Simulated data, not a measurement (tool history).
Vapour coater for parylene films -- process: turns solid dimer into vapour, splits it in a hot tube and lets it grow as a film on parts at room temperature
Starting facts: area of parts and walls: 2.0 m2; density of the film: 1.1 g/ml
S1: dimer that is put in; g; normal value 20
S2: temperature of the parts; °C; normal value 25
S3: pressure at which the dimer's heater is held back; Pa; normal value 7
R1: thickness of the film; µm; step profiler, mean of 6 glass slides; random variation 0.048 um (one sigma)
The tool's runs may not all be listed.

run   hour  S1  S2    S3    R1
  1      0  20  25     7  5.41
  2   52.5  20  25     7  5.38
  3   77.7  20  25     7  5.32
  4  114.5  20  25     7  5.46
  5    144  20  25     7  5.36
  6  167.3  20  25     7   5.4
  7  193.5  20  25     7  5.31
  8  240.4  20  25     7  5.34
  9    269  20  25     7  5.39
 10  298.7  20  25     7  5.37
     326.8  -- trap's valve overhauled
 11  341.5  20  25     7  5.39
 12  371.1  20  24     7  5.58
 13  394.5  20  25     7  5.36
 14  438.4  20  19     7  6.63
 15  473.8  20  25     7  5.29
 16  524.4  22  28  4.45  5.69
 17  552.9  22  28  4.45  5.78
 18  601.8  31  25  3.12   9.7
 19  651.3  20  26  3.94  5.81
 20  682.2  20  26  3.94   5.8
     719.4  -- trap's valve overhauled
 21    730  18  23  9.73  4.88
 22  770.8  22  25     7  5.95
 23  822.2  24  25     7  6.46
 24  867.7  14  24  6.25  4.04
 25  915.5  14  24  6.25  3.93

Estimate the outcome of run 26 from the log above:
 26  962.1  14  24  6.25   ?

R1: 4.02 µm
On a tool with no hidden condition, and with the same random variation, this run would have come out at R1 4.03 µm.

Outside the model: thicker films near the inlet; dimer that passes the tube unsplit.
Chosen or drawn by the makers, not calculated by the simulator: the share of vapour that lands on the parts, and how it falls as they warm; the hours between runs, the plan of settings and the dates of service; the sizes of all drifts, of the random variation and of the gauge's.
